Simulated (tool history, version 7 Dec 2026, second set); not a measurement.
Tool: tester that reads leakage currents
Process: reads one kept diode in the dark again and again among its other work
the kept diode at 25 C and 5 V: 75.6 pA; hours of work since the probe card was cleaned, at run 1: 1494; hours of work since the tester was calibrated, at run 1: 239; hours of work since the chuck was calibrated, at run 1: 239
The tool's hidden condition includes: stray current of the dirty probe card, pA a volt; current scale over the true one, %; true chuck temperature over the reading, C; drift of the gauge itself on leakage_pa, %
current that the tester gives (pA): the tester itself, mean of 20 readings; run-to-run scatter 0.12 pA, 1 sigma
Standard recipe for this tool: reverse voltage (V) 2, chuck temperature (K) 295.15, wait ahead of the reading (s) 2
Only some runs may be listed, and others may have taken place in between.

run	hour	reverse voltage (V)	chuck temperature (K)	wait ahead of the reading (s)	hours of work since the probe card was cleaned	hours of work since the tester was calibrated	hours of work since the chuck was calibrated	current that the tester gives (pA)
1	0	2	295.15	2	1494	239	239	36.19
2	30	2	295.15	2	1511	256	256	36.26
3	72.6	2	295.15	2	1534	279	279	36.36
4	110.7	2	295.15	2	1555	300	300	36.1
5	155.5	2	295.15	2	1579	324	324	36.23
6	209.3	2	314.15	2	1609	354	354	165.08
7	275	2	314.15	2	1645	390	390	165.4
8	329.7	2	314.15	2.48	1674	419	419	165.73
9	375.6	2	295.15	2	1699	444	444	35.98
10	439.8	16.59	294.15	1.92	1735	480	480	103.28
11	474.5	16.59	294.15	1.92	1753	498	498	103.17
12	511.9	13.46	293.15	4.93	1774	519	519	83.96
13	542.7	1.11	311.15	4.93	1791	536	536	96.42
14	604.1	2.25	315.15	2	1824	569	569	190.16
15	658.9	1.38	323.15	2	1854	599	599	262.86
16	692.1	1.38	323.15	2	1872	617	617	263.28
17	725.1	1.38	304.15	4.39	1890	635	635	62.16
18	751.5	1.19	300.15	1.4	1905	650	650	41.97

Branching from run 18: 4 alternative next runs. What would each branch give?
A	786.6	2	318.15	2	1924	669	669	?
B	786.6	4.54	300.15	1.9	1924	669	669	?
C	786.6	1.19	300.15	2.17	1924	669	669	?
D	786.6	1.77	295.15	1.23	1924	669	669	?

run	current that the tester gives (pA)
A	222.71
B	85.48
C	41.81
D	33.87
Had the tool no hidden state, the same runs would have come out as:
run	current that the tester gives (pA)
A	222.73
B	85.47
C	41.81
D	33.86
